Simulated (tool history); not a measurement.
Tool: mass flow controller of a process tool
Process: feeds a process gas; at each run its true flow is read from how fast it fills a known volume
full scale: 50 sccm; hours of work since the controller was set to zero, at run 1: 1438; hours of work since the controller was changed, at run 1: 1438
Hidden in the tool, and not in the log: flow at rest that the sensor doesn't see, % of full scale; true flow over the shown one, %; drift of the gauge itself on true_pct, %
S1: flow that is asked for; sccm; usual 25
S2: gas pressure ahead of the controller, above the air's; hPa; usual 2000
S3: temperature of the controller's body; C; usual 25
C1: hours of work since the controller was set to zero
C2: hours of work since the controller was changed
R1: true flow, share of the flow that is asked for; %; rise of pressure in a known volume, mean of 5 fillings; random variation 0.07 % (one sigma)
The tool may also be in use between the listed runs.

run	hour	S1	S2	S3	C1	C2	R1
1	0.0	25	2000	25	1438	1438	97.91
2	119.1	25	2000	25	1488	1488	97.98
3	209.3	25	2000	25	1526	1526	98.03
4	262.1	25	2000	25	1549	1549	97.98
5	362.8	25	2000	25	1591	1591	97.90
6	426.7	25	2000	25	1618	1618	97.92
7	483.9	25	2000	24	1642	1642	97.92
8	542.7	25	2000	24	1667	1667	97.73
9	647.3	25	1730	25	1711	1711	97.78
10	712.2	25	2250	25	1739	1739	97.80
11	800.4	25	2000	36	1776	1776	98.38
12	868.3	25	2000	36	1805	1805	98.58
13	989.5	25	2000	36	1856	1856	98.60
14	1047.1	7	2000	22	1881	1881	94.77
15	1162.1	25	1920	25	1929	1929	97.80
16	1250.0	6	1470	33	1966	1966	94.75
17	1331.7	45	1820	34	2001	2001	99.75
18	1451.3	20	1820	29	2051	2051	97.52
19	1540.5	20	1820	29	2089	2089	97.25
20	1658.4	7	1940	21	2139	2139	94.28
21	1728.1	7	1940	21	2168	2168	94.30
22	1849.0	25	2000	31	2220	2220	97.92
23	1959.8	25	2000	31	2266	2266	97.98
24	2027.2	25	2080	26	2295	2295	97.61
25	2139.6	25	2080	21	2342	2342	97.11

3 ways to go on from here, each from the tool as it stands after run 25. What would each give?
A	2253.0	14	2000	25	2390	2390	?
B	2253.0	25	2080	32	2390	2390	?
C	2253.0	10	1530	25	2390	2390	?

run	R1
A	96.08
B	97.92
C	95.13
Without the tool's hidden state the same runs would have given:
run	R1
A	97.91
B	99.07
C	97.57
